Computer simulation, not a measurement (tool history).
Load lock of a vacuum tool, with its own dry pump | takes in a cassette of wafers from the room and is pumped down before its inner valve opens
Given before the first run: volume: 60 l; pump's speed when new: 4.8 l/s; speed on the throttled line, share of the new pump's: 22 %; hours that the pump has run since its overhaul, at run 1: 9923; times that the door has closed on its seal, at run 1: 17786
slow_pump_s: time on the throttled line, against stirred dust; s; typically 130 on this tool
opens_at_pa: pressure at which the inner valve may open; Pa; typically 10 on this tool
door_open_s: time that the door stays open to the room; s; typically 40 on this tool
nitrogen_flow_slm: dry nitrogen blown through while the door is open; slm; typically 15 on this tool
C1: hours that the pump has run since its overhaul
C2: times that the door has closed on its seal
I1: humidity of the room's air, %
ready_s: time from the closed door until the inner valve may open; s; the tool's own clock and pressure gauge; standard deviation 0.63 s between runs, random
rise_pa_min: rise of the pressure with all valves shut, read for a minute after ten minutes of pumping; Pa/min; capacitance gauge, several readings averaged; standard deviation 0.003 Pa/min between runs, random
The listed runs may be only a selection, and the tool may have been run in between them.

Run 1, hour 0: usual settings; C1 9923; C2 17786; I1 41.7. Result: ready_s 228.7 s, rise_pa_min 0.028 Pa/min.
Run 2, hour 156.4: usual settings; C1 10079; C2 18256; I1 46.3. Result: ready_s 228.9 s, rise_pa_min 0.035 Pa/min.
Run 3, hour 280.8: usual settings; C1 10204; C2 18630; I1 44.2. Result: ready_s 230 s, rise_pa_min 0.035 Pa/min.
Run 4, hour 435.1: usual settings but nitrogen_flow_slm 7 slm; C1 10358; C2 19093; I1 42.4. Result: ready_s 229.9 s, rise_pa_min 0.031 Pa/min.
Run 5, hour 518: usual settings but nitrogen_flow_slm 7 slm; C1 10441; C2 19343; I1 46.6. Result: ready_s 229.3 s, rise_pa_min 0.042 Pa/min.
Run 6, hour 614.4: usual settings but nitrogen_flow_slm 7 slm; C1 10537; C2 19632; I1 42.2. Result: ready_s 230.2 s, rise_pa_min 0.039 Pa/min.
Run 7, hour 730.1: usual settings but nitrogen_flow_slm 21 slm; C1 10653; C2 19980; I1 43.1. Result: ready_s 230.8 s, rise_pa_min 0.032 Pa/min.
Run 8, hour 832.1: usual settings but slow_pump_s 224 s; C1 10755; C2 20286; I1 40.9. Result: ready_s 300.7 s, rise_pa_min 0.032 Pa/min.
Run 9, hour 908.6: usual settings but slow_pump_s 224 s; C1 10831; C2 20516; I1 45.2. Result: ready_s 299.5 s, rise_pa_min 0.034 Pa/min.
Run 10, hour 1001.8: usual settings but slow_pump_s 224 s, door_open_s 74 s; C1 10925; C2 20796; I1 42.3. Result: ready_s 300.3 s, rise_pa_min 0.041 Pa/min.
Run 11, hour 1073.9: usual settings but slow_pump_s 224 s, door_open_s 74 s; C1 10997; C2 21013; I1 45.6. Result: ready_s 299.8 s, rise_pa_min 0.04 Pa/min.
Run 12, hour 1215.7: usual settings but slow_pump_s 224 s, door_open_s 74 s; C1 11139; C2 21439; I1 43.2. Result: ready_s 300.7 s, rise_pa_min 0.046 Pa/min.
Run 13, hour 1344: usual settings but slow_pump_s 213 s; C1 11267; C2 21825; I1 40.4. Result: ready_s 294.4 s, rise_pa_min 0.035 Pa/min.
Run 14, hour 1411.7: usual settings but slow_pump_s 138 s; C1 11335; C2 22028; I1 45.1. Result: ready_s 237.4 s, rise_pa_min 0.038 Pa/min.
Run 15, hour 1550.8: usual settings; C1 11474; C2 22446; I1 48.7. Result: ready_s 231.8 s, rise_pa_min 0.037 Pa/min.
Run 16, hour 1663.8: usual settings; C1 11587; C2 22786; I1 44.2. Result: ready_s 233.6 s, rise_pa_min 0.035 Pa/min.
Run 17, hour 1729.1: usual settings; C1 11652; C2 22982; I1 44.4. Result: ready_s 231.6 s, rise_pa_min 0.041 Pa/min.
Run 18, hour 1883.2: usual settings but slow_pump_s 214 s; C1 11806; C2 23445; I1 44.7. Result: ready_s 295.5 s, rise_pa_min 0.038 Pa/min.
Run 19, hour 2003: usual settings; C1 11926; C2 23805; I1 48.6. Result: ready_s 231 s, rise_pa_min 0.036 Pa/min.
At hour 2043.2: dry pump taken out, an overhauled one fitted.
Run 20, hour 2106.3: usual settings but nitrogen_flow_slm 9 slm; C1 63; C2 24098; I1 42.6. Result: ready_s 217.9 s, rise_pa_min 0.044 Pa/min.
Run 21, hour 2253.8: usual settings but slow_pump_s 69 s, nitrogen_flow_slm 13 slm; C1 211; C2 24541; I1 42.9. Result: ready_s 171.2 s, rise_pa_min 0.039 Pa/min.
Run 22, hour 2340.8: usual settings but slow_pump_s 69 s, opens_at_pa 17 Pa, nitrogen_flow_slm 13 slm; C1 298; C2 24803; I1 45.9. Result: ready_s 164.8 s, rise_pa_min 0.039 Pa/min.
Run 23, hour 2497.4: usual settings but slow_pump_s 110 s, opens_at_pa 13 Pa, door_open_s 32 s, nitrogen_flow_slm 17 slm; C1 454; C2 25273; I1 45. Result: ready_s 199.5 s, rise_pa_min 0.044 Pa/min.
Run 24, hour 2621.8: usual settings but door_open_s 37 s; C1 579; C2 25647; I1 47.3. Result: ready_s 218.1 s, rise_pa_min 0.04 Pa/min.
Run 25, hour 2697.8: usual settings but opens_at_pa 16 Pa, door_open_s 55 s, nitrogen_flow_slm 5 slm; C1 655; C2 25876; I1 43.9. Result: ready_s 212.9 s, rise_pa_min 0.054 Pa/min.
Run 26, hour 2819.4: usual settings but opens_at_pa 16 Pa, door_open_s 55 s, nitrogen_flow_slm 5 slm; C1 776; C2 26241; I1 44.5. Result: ready_s 214.1 s, rise_pa_min 0.052 Pa/min.
Run 27, hour 2964.5: usual settings but opens_at_pa 11 Pa, nitrogen_flow_slm 14 slm; C1 921; C2 26677; I1 47.7. Result: ready_s 218.2 s, rise_pa_min 0.044 Pa/min.
Run 28, hour 3048.7: usual settings but slow_pump_s 247 s; C1 1005; C2 26930; I1 47.1. Result: ready_s 311.1 s, rise_pa_min 0.046 Pa/min.
Run 29, hour 3197.4: usual settings but slow_pump_s 241 s, door_open_s 55 s; C1 1154; C2 27377; I1 45.4. Result: ready_s 305.4 s, rise_pa_min 0.043 Pa/min.
Run 30, hour 3292: usual settings but slow_pump_s 241 s, door_open_s 55 s; C1 1249; C2 27661; I1 47.3. Result: ready_s 305.6 s, rise_pa_min 0.049 Pa/min.
Run 31, hour 3426.3: usual settings but slow_pump_s 166 s, opens_at_pa 12 Pa, door_open_s 25 s, nitrogen_flow_slm 21 slm; C1 1383; C2 28065; I1 44. Result: ready_s 244.7 s, rise_pa_min 0.039 Pa/min.
Run 32, hour 3547.9: usual settings but slow_pump_s 166 s, door_open_s 25 s, nitrogen_flow_slm 21 slm; C1 1505; C2 28430; I1 43. Result: ready_s 249.8 s, rise_pa_min 0.038 Pa/min.
Run 33, hour 3646: usual settings but slow_pump_s 166 s, door_open_s 25 s, nitrogen_flow_slm 21 slm; C1 1603; C2 28725; I1 42.5. Result: ready_s 248.3 s, rise_pa_min 0.039 Pa/min.
Run 34, hour 3770.6: usual settings but slow_pump_s 68 s, opens_at_pa 16 Pa; C1 1727; C2 29099; I1 43.6. Result: ready_s 165.9 s, rise_pa_min 0.05 Pa/min.
Run 35, hour 3867.2: usual settings but slow_pump_s 198 s, opens_at_pa 11 Pa, door_open_s 28 s, nitrogen_flow_slm 11 slm; C1 1824; C2 29390; I1 45.9. Result: ready_s 272.1 s, rise_pa_min 0.049 Pa/min.
Run 36, hour 3937.6: usual settings but slow_pump_s 197 s, opens_at_pa 11 Pa, door_open_s 28 s, nitrogen_flow_slm 19 slm; C1 1894; C2 29601; I1 45.7. Result: ready_s 270.7 s, rise_pa_min 0.045 Pa/min.
Run 37, hour 4090.3: usual settings but slow_pump_s 194 s, opens_at_pa 19 Pa, door_open_s 89 s, nitrogen_flow_slm 31 slm; C1 2047; C2 30060; I1 44.5. Result: ready_s 261.6 s, rise_pa_min 0.051 Pa/min.
Run 38, hour 4174.5: usual settings but slow_pump_s 194 s, opens_at_pa 19 Pa, door_open_s 89 s, nitrogen_flow_slm 31 slm; C1 2131; C2 30314; I1 47.2. Result: ready_s 261.1 s, rise_pa_min 0.059 Pa/min.

Alternative continuations, all from the tool just after run 38; predict every row:
Run A, hour 4295.4: usual settings but slow_pump_s 184 s, opens_at_pa 17 Pa; C1 2252; C2 30677; I1 44.5. Result: ready_s ?, rise_pa_min ?.
Run B, hour 4295.4: usual settings but slow_pump_s 137 s, opens_at_pa 11 Pa, door_open_s 89 s, nitrogen_flow_slm 31 slm; C1 2252; C2 30677; I1 45.3. Result: ready_s ?, rise_pa_min ?.
Run C, hour 4295.4: usual settings but slow_pump_s 194 s, opens_at_pa 19 Pa, door_open_s 113 s, nitrogen_flow_slm 16 slm; C1 2252; C2 30677; I1 43. Result: ready_s ?, rise_pa_min ?.

run  ready_s  rise_pa_min
  A    254.5        0.054
  B    224.7        0.055
  C      263        0.068
With the hidden condition removed and each run's random variation left untouched, the same runs would have given:
run  ready_s  rise_pa_min
  A    251.6         0.02
  B    221.1        0.021
  C    260.2        0.035

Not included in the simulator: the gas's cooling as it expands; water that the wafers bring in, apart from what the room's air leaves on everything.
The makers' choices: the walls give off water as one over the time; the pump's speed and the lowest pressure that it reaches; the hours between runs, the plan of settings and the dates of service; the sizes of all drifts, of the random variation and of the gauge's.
